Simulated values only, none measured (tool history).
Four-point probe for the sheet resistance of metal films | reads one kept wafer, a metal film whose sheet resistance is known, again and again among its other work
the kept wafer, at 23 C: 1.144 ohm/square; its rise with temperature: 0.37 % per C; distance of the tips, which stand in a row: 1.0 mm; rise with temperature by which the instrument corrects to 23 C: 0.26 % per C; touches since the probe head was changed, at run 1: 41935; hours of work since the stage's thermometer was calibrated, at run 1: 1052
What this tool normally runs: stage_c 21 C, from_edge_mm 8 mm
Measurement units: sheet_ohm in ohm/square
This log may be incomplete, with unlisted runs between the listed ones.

run,day,stage_c,from_edge_mm,touches since the probe head was changed,hours of work since the stage's thermometer was calibrated,sheet_ohm
1,0.000,21,8,41935,1052,1.145216
2,1.312,21,8,43243,1070,1.144461
3,2.654,21,8,44583,1088,1.144529
4,4.938,21,8,46858,1119,1.144234
5,5.992,21,7,47911,1133,1.146833
6,8.004,21,6,49920,1160,1.150756
7,10.308,28,20,52218,1191,1.143442
8,11.708,19,25,53612,1210,1.131472
9,13.912,32,6,55811,1240,1.162910
10,15.621,32,6,57518,1263,1.163269
11,17.121,32,8,59013,1284,1.154713

Forecast each of these 4 alternatives for the next run:
A,19.183,34,29,61071,1311,?
B,19.183,32,15,61071,1311,?
C,19.183,22,8,61071,1311,?
D,19.183,20,27,61071,1311,?

run,sheet_ohm
A,1.148211
B,1.147935
C,1.142113
D,1.131266
Without the tool's unlogged condition, the same runs would have read:
run,sheet_ohm
A,1.158311
B,1.158038
C,1.152193
D,1.141262
